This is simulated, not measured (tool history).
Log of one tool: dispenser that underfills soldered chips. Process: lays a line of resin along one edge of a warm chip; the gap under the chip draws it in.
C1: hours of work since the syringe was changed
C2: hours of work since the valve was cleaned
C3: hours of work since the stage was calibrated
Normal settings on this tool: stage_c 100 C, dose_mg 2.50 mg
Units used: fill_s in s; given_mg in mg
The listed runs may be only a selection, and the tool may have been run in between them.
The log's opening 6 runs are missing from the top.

{"hour": 19.5, "done": "new syringe of resin"}
{"run": 7, "hour": 20.8, "stage_c": 100, "dose_mg": 2.19, "C1": 1, "C2": 31, "C3": 143, "fill_s": 49.8, "given_mg": 2.155}
{"run": 8, "hour": 23.9, "stage_c": 105, "dose_mg": 2.5, "C1": 3, "C2": 33, "C3": 145, "fill_s": 43.5, "given_mg": 2.44}
{"run": 9, "hour": 26.6, "stage_c": 105, "dose_mg": 2.5, "C1": 5, "C2": 35, "C3": 147, "fill_s": 47.2, "given_mg": 2.461}
{"hour": 27.2, "done": "new syringe of resin"}
{"run": 10, "hour": 30.1, "stage_c": 105, "dose_mg": 2.5, "C1": 2, "C2": 37, "C3": 150, "fill_s": 41.8, "given_mg": 2.448}
{"hour": 34.7, "done": "new syringe of resin"}
{"run": 11, "hour": 34.7, "stage_c": 105, "dose_mg": 2.5, "C1": 0, "C2": 40, "C3": 153, "fill_s": 37.0, "given_mg": 2.447}
{"run": 12, "hour": 38.2, "stage_c": 105, "dose_mg": 2.5, "C1": 2, "C2": 43, "C3": 155, "fill_s": 42.3, "given_mg": 2.435}
{"hour": 42.3, "done": "new syringe of resin"}
{"run": 13, "hour": 43.1, "stage_c": 105, "dose_mg": 2.5, "C1": 1, "C2": 46, "C3": 159, "fill_s": 38.4, "given_mg": 2.422}
{"run": 14, "hour": 45.3, "stage_c": 109, "dose_mg": 2.5, "C1": 2, "C2": 48, "C3": 160, "fill_s": 35.2, "given_mg": 2.431}
{"run": 15, "hour": 49.2, "stage_c": 109, "dose_mg": 2.5, "C1": 5, "C2": 50, "C3": 163, "fill_s": 40.2, "given_mg": 2.431}
{"hour": 49.9, "done": "new syringe of resin"}
{"run": 16, "hour": 51.7, "stage_c": 110, "dose_mg": 2.5, "C1": 1, "C2": 52, "C3": 164, "fill_s": 33.1, "given_mg": 2.431}

Run 17 comes next. What will it give?
{"run": 17, "hour": 55.4, "stage_c": 106, "dose_mg": 2.63, "C1": 4, "C2": 55, "C3": 167, "fill_s": "?", "given_mg": "?"}

{"run 17": {"fill_s": 42.1, "given_mg": 2.558}}
If the tool had no hidden condition, the same run with the same run-to-run variation would have returned fill_s 36.6 s, given_mg 2.643 mg.
